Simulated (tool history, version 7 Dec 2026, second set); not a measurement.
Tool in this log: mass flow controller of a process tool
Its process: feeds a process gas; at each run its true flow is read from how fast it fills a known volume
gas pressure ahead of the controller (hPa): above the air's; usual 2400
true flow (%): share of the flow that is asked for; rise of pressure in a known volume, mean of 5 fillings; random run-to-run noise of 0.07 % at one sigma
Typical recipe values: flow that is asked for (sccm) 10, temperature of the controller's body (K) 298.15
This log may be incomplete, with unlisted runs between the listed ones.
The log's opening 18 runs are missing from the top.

| run | hour | flow that is asked for (sccm) | gas pressure ahead of the controller (hPa) | temperature of the controller's body (K) | hours of work since the controller was set to zero | hours of work since the controller was changed | true flow (%) |
|---|---|---|---|---|---|---|---|
| 19 | 2073.3 | 18 | 1920 | 298.15 | 269 | 2492 | 99.60 |
| 20 | 2226.1 | 18 | 1550 | 295.15 | 357 | 2580 | 99.46 |
| 21 | 2291.5 | 18 | 1550 | 295.15 | 395 | 2618 | 99.43 |
| 22 | 2448.4 | 18 | 1550 | 295.15 | 485 | 2708 | 99.43 |
|  | 2505.3 | controller's zero set anew, once more |
| 23 | 2516.8 | 2 | 2580 | 298.15 | 7 | 2747 | 98.00 |
| 24 | 2646.3 | 18 | 2790 | 303.15 | 81 | 2821 | 99.70 |
| 25 | 2735.0 | 18 | 2460 | 303.15 | 132 | 2872 | 99.45 |
| 26 | 2864.8 | 7 | 2400 | 296.15 | 207 | 2947 | 98.48 |
| 27 | 3007.9 | 10 | 2740 | 307.15 | 289 | 3029 | 98.47 |
| 28 | 3142.5 | 5 | 1960 | 308.15 | 366 | 3106 | 97.43 |

Run 29 comes next. What will it give?
| 29 | 3244.6 | 16 | 1630 | 293.15 | 425 | 3165 | ? |

true flow (%): 98.75
On a tool with no hidden condition, and with the same random variation, this run would have come out at true flow (%) 99.33.

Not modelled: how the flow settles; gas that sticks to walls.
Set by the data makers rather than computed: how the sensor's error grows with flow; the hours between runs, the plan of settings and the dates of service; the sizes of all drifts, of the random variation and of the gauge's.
